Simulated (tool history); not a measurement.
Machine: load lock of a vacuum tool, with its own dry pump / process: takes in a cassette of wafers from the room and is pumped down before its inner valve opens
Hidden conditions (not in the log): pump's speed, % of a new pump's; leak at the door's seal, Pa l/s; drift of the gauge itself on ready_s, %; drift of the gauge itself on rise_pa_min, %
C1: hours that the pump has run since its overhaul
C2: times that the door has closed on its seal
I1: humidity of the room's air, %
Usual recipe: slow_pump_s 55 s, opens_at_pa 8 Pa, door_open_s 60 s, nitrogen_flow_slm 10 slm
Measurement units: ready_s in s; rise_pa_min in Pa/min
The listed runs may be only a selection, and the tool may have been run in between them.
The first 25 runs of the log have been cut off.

{"run": 26, "day": 77.842, "slow_pump_s": 29, "opens_at_pa": 8, "door_open_s": 60, "nitrogen_flow_slm": 12, "C1": 3387, "C2": 13827, "I1": 45.9, "ready_s": 65.9, "rise_pa_min": 0.082}
{"run": 27, "day": 81.512, "slow_pump_s": 29, "opens_at_pa": 8, "door_open_s": 60, "nitrogen_flow_slm": 12, "C1": 3475, "C2": 14252, "I1": 42.0, "ready_s": 65.8, "rise_pa_min": 0.083}
{"run": 28, "day": 86.075, "slow_pump_s": 29, "opens_at_pa": 8, "door_open_s": 60, "nitrogen_flow_slm": 12, "C1": 3585, "C2": 14780, "I1": 45.6, "ready_s": 66.0, "rise_pa_min": 0.086}
{"run": 29, "day": 88.867, "slow_pump_s": 36, "opens_at_pa": 8, "door_open_s": 46, "nitrogen_flow_slm": 6, "C1": 3652, "C2": 15103, "I1": 44.9, "ready_s": 72.3, "rise_pa_min": 0.088}
{"run": 30, "day": 92.496, "slow_pump_s": 37, "opens_at_pa": 8, "door_open_s": 60, "nitrogen_flow_slm": 6, "C1": 3739, "C2": 15523, "I1": 44.1, "ready_s": 72.9, "rise_pa_min": 0.099}
{"run": 31, "day": 95.046, "slow_pump_s": 77, "opens_at_pa": 8, "door_open_s": 60, "nitrogen_flow_slm": 15, "C1": 3800, "C2": 15818, "I1": 44.2, "ready_s": 104.3, "rise_pa_min": 0.088}
{"run": 32, "day": 98.538, "slow_pump_s": 57, "opens_at_pa": 8, "door_open_s": 60, "nitrogen_flow_slm": 15, "C1": 3884, "C2": 16222, "I1": 46.0, "ready_s": 88.7, "rise_pa_min": 0.094}
{"run": 33, "day": 102.512, "slow_pump_s": 48, "opens_at_pa": 8, "door_open_s": 79, "nitrogen_flow_slm": 15, "C1": 3979, "C2": 16682, "I1": 39.9, "ready_s": 81.9, "rise_pa_min": 0.09}
{"run": 34, "day": 106.308, "slow_pump_s": 48, "opens_at_pa": 8, "door_open_s": 79, "nitrogen_flow_slm": 15, "C1": 4070, "C2": 17121, "I1": 44.0, "ready_s": 81.4, "rise_pa_min": 0.102}
{"run": 35, "day": 110.133, "slow_pump_s": 102, "opens_at_pa": 9, "door_open_s": 84, "nitrogen_flow_slm": 13, "C1": 4162, "C2": 17564, "I1": 43.0, "ready_s": 125.4, "rise_pa_min": 0.1}
{"run": 36, "day": 112.075, "slow_pump_s": 49, "opens_at_pa": 12, "door_open_s": 147, "nitrogen_flow_slm": 6, "C1": 4209, "C2": 17789, "I1": 46.0, "ready_s": 79.8, "rise_pa_min": 0.137}

Alternative continuations, all from the tool just after run 36; predict every row:
{"run": "A", "day": 116.417, "slow_pump_s": 49, "opens_at_pa": 11, "door_open_s": 147, "nitrogen_flow_slm": 6, "C1": 4313, "C2": 18291, "I1": 39.0, "ready_s": "?", "rise_pa_min": "?"}
{"run": "B", "day": 116.417, "slow_pump_s": 52, "opens_at_pa": 12, "door_open_s": 60, "nitrogen_flow_slm": 6, "C1": 4313, "C2": 18291, "I1": 43.8, "ready_s": "?", "rise_pa_min": "?"}
{"run": "C", "day": 116.417, "slow_pump_s": 40, "opens_at_pa": 8, "door_open_s": 119, "nitrogen_flow_slm": 29, "C1": 4313, "C2": 18291, "I1": 45.6, "ready_s": "?", "rise_pa_min": "?"}
{"run": "D", "day": 116.417, "slow_pump_s": 55, "opens_at_pa": 12, "door_open_s": 32, "nitrogen_flow_slm": 7, "C1": 4313, "C2": 18291, "I1": 45.1, "ready_s": "?", "rise_pa_min": "?"}
{"run": "E", "day": 116.417, "slow_pump_s": 55, "opens_at_pa": 8, "door_open_s": 54, "nitrogen_flow_slm": 10, "C1": 4313, "C2": 18291, "I1": 48.5, "ready_s": "?", "rise_pa_min": "?"}

run=A ready_s=80.5 rise_pa_min=0.133
run=B ready_s=82.4 rise_pa_min=0.113
run=C ready_s=75.1 rise_pa_min=0.107
run=D ready_s=85.5 rise_pa_min=0.109
run=E ready_s=87.9 rise_pa_min=0.112
Take away the tool's hidden state, keep each run's random variation, and the runs would have read:
run=A ready_s=79.4 rise_pa_min=0.054
run=B ready_s=81.4 rise_pa_min=0.034
run=C ready_s=74.0 rise_pa_min=0.028
run=D ready_s=84.5 rise_pa_min=0.030
run=E ready_s=86.9 rise_pa_min=0.034
